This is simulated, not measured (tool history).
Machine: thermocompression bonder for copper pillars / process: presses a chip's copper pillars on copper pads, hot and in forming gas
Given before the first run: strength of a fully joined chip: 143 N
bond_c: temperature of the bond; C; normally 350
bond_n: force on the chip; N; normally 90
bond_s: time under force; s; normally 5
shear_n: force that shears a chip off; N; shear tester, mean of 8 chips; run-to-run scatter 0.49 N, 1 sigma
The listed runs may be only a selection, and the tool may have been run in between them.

Run 1, hour 0.0: usual settings. Result: shear_n 53.7 N.
Run 2, hour 4.9: usual settings. Result: shear_n 53.2 N.
Run 3, hour 11.2: usual settings. Result: shear_n 53.7 N.
Run 4, hour 18.8: usual settings. Result: shear_n 54.5 N.
Run 5, hour 27.9: usual settings. Result: shear_n 53.4 N.
Run 6, hour 32.3: usual settings. Result: shear_n 55.0 N.
Run 7, hour 37.8: usual settings. Result: shear_n 53.5 N.
Run 8, hour 45.7: usual settings but bond_s 14 s. Result: shear_n 77.5 N.
Run 9, hour 50.9: usual settings but bond_n 78 N. Result: shear_n 48.0 N.
Run 10, hour 55.1: usual settings but bond_n 78 N. Result: shear_n 47.6 N.
Run 11, hour 60.1: usual settings but bond_n 78 N. Result: shear_n 47.7 N.
Run 12, hour 68.1: usual settings but bond_n 113 N. Result: shear_n 65.3 N.
Run 13, hour 74.1: usual settings but bond_s 8 s. Result: shear_n 64.6 N.
Run 14, hour 78.3: usual settings but bond_n 92 N. Result: shear_n 55.2 N.
Run 15, hour 84.3: usual settings but bond_n 92 N. Result: shear_n 54.8 N.
Run 16, hour 89.5: usual settings but bond_s 3 s. Result: shear_n 43.5 N.
Run 17, hour 98.8: usual settings but bond_n 130 N, bond_s 8 s. Result: shear_n 84.8 N.
Run 18, hour 103.0: usual settings but bond_n 130 N, bond_s 8 s. Result: shear_n 85.1 N.
Run 19, hour 111.8: usual settings but bond_n 70 N, bond_s 8 s. Result: shear_n 51.7 N.
Run 20, hour 117.4: usual settings but bond_n 70 N, bond_s 8 s. Result: shear_n 52.2 N.
Run 21, hour 124.4: usual settings but bond_c 375 C, bond_n 70 N, bond_s 8 s. Result: shear_n 69.1 N.
Run 22, hour 133.7: usual settings but bond_n 84 N, bond_s 4 s. Result: shear_n 46.8 N.
Run 23, hour 143.1: usual settings but bond_n 84 N, bond_s 4 s. Result: shear_n 46.0 N.
Run 24, hour 152.7: usual settings but bond_n 84 N, bond_s 4 s. Result: shear_n 46.6 N.
Run 25, hour 158.4: usual settings but bond_n 84 N, bond_s 4 s. Result: shear_n 45.9 N.
Run 26, hour 162.8: usual settings but bond_n 84 N, bond_s 4 s. Result: shear_n 46.0 N.
Run 27, hour 168.0: usual settings but bond_c 326 C, bond_n 74 N. Result: shear_n 31.9 N.
Run 28, hour 175.1: usual settings but bond_c 326 C, bond_n 74 N. Result: shear_n 31.3 N.
Run 29, hour 179.5: usual settings but bond_c 332 C, bond_n 74 N, bond_s 8 s. Result: shear_n 42.7 N.
Run 30, hour 187.1: usual settings but bond_n 122 N, bond_s 6 s. Result: shear_n 74.7 N.
Run 31, hour 193.9: usual settings but bond_c 365 C. Result: shear_n 63.7 N.

Consider 4 possible next runs. They are alternatives, not a sequence: every one starts from the tool as it was left by run 31. What does each give?
Run A, hour 202.0: usual settings but bond_c 362 C, bond_n 61 N. Result: shear_n ?.
Run B, hour 202.0: usual settings but bond_c 365 C, bond_n 134 N, bond_s 11 s. Result: shear_n ?.
Run C, hour 202.0: usual settings but bond_c 365 C. Result: shear_n ?.
Run D, hour 202.0: usual settings but bond_c 329 C. Result: shear_n ?.

run  shear_n
  A     42.9
  B    108.9
  C     63.7
  D     40.6
With no hidden state in the tool, these same runs would have given:
run  shear_n
  A     43.3
  B    109.5
  C     64.2
  D     41.0
